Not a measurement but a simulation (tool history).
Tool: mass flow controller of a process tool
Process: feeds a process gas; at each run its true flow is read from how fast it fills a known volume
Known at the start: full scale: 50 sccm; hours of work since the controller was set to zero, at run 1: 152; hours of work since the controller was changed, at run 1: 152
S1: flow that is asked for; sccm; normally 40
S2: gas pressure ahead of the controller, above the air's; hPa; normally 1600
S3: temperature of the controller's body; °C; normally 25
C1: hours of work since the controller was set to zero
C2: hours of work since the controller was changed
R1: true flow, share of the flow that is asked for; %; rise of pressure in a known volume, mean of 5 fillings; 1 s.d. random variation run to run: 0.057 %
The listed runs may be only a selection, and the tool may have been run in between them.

| run | hour | S1 | S2 | S3 | C1 | C2 | R1 |
|---|---|---|---|---|---|---|---|
| 1 | 0 | 40 | 1600 | 25 | 152 | 152 | 99.99 |
| 2 | 157.8 | 40 | 1600 | 25 | 260 | 260 | 99.98 |
| 3 | 279.2 | 40 | 1600 | 25 | 343 | 343 | 100.02 |
| 4 | 394.4 | 40 | 1600 | 25 | 422 | 422 | 100.06 |
| 5 | 560.9 | 40 | 1600 | 25 | 536 | 536 | 99.84 |
| 6 | 701 | 40 | 1600 | 32 | 632 | 632 | 99.22 |
| 7 | 878.6 | 40 | 1600 | 32 | 754 | 754 | 99.31 |
| 8 | 963.1 | 40 | 2480 | 25 | 812 | 812 | 99.33 |
| 9 | 1086 | 14 | 2480 | 25 | 896 | 896 | 98.71 |
| 10 | 1255.2 | 18 | 1600 | 25 | 1012 | 1012 | 99.42 |
| 11 | 1438.5 | 10 | 2780 | 22 | 1138 | 1138 | 99.15 |
|  | 1449.4 | controller's zero set anew |
| 12 | 1622.3 | 10 | 2780 | 22 | 118 | 1263 | 99.83 |
| 13 | 1737.5 | 10 | 2780 | 22 | 197 | 1342 | 99.97 |
| 14 | 1840.7 | 13 | 2780 | 22 | 268 | 1413 | 99.75 |
| 15 | 1921.2 | 46 | 1480 | 22 | 323 | 1468 | 100.86 |
| 16 | 2037.9 | 22 | 2040 | 20 | 403 | 1548 | 100.06 |
| 17 | 2218 | 29 | 2590 | 26 | 527 | 1671 | 99.13 |
| 18 | 2333.6 | 17 | 1600 | 26 | 606 | 1751 | 100.05 |
|  | 2465.4 | controller's zero set anew, once more |
| 19 | 2503 | 17 | 1600 | 26 | 26 | 1866 | 98.49 |
| 20 | 2631.6 | 17 | 2720 | 30 | 114 | 1955 | 97.34 |

Here are 3 independent what-if runs from the current tool condition. What would each one return?
| A | 2783.9 | 11 | 2400 | 39 | 218 | 2059 | ? |
| B | 2783.9 | 38 | 2720 | 30 | 218 | 2059 | ? |
| C | 2783.9 | 40 | 1600 | 22 | 218 | 2059 | ? |

| run | R1 |
|---|---|
| A | 96.64 |
| B | 98.31 |
| C | 100.17 |
The same runs, with their run-to-run variation unchanged, on a tool lacking any hidden condition would have given:
| run | R1 |
|---|---|
| A | 96.66 |
| B | 98.53 |
| C | 100.4 |
